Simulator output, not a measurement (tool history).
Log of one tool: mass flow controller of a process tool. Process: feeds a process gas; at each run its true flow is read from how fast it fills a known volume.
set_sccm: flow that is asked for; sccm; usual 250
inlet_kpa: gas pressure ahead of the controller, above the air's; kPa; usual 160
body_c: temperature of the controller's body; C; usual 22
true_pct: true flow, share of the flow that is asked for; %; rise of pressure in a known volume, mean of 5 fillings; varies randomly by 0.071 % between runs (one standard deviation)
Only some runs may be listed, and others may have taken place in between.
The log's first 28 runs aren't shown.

run,hour,set_sccm,inlet_kpa,body_c,true_pct
29,3525.8,260,165,31,99.18
30,3708.2,74,160,22,99.82
31,3808,74,160,22,99.9
32,3888.8,226,153,36,98.63
33,4060.7,117,257,24,99.02
34,4212.4,391,189,39,98.43
35,4297.2,498,218,26,99.81
36,4484.4,498,218,26,99.84
37,4672.3,451,171,23,100.26
38,4835.4,451,171,23,100.42
39,4984.6,199,246,28,98.95
40,5095.8,199,246,28,98.81
41,5246.8,203,246,38,97.79
42,5390.8,250,238,38,97.83
43,5539.1,250,238,38,97.92
44,5655.4,250,238,38,98.01
45,5832.5,50,180,22,99.73

3 options for the next run, each taken on its own from the tool as it stands now. Forecast them:
A,5934,50,180,32,?
B,5934,290,160,31,?
C,5934,50,180,23,?

run,true_pct
A,98.57
B,99.2
C,99.67
Without the tool's hidden state the same runs would have given:
run,true_pct
A,98.56
B,99.19
C,99.66

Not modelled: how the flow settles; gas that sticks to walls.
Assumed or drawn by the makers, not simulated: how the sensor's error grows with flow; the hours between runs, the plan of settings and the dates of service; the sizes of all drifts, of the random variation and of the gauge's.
